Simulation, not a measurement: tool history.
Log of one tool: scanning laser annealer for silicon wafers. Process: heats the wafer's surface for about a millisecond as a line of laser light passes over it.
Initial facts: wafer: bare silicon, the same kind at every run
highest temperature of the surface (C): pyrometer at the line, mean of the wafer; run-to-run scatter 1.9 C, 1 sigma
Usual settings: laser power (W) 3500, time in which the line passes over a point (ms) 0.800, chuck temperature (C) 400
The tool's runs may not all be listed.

run,hour,laser power (W),time in which the line passes over a point (ms),chuck temperature (C),highest temperature of the surface (C)
1,0.0,3500,0.800,400,1059
# hour 14.8: window over the wafer cleaned
2,47.4,3500,0.800,400,1101
3,110.0,3500,0.800,400,1091
4,139.8,3500,0.734,400,1061
5,169.6,3500,0.800,400,1087
6,227.1,3500,0.800,400,1081
7,253.7,3500,0.800,400,1077
8,303.4,3500,0.800,400,1072
9,349.0,3500,0.800,400,1065
10,394.0,3500,0.800,400,1066
11,422.9,3500,0.800,400,1056
12,470.2,3500,0.800,406,1061
# hour 507.8: window over the wafer cleaned
13,521.9,3500,0.800,406,1107
14,581.3,3500,0.800,406,1101
# hour 606.7: optics aligned, line set to its width
15,612.1,3500,0.588,409,1025

Run 16 has not been measured yet. What should we expect?
16,662.7,3500,0.588,409,?

Run 16 produced highest temperature of the surface (C) 1019.
The same run, on a tool lacking any hidden state, would have yielded highest temperature of the surface (C) 1023.
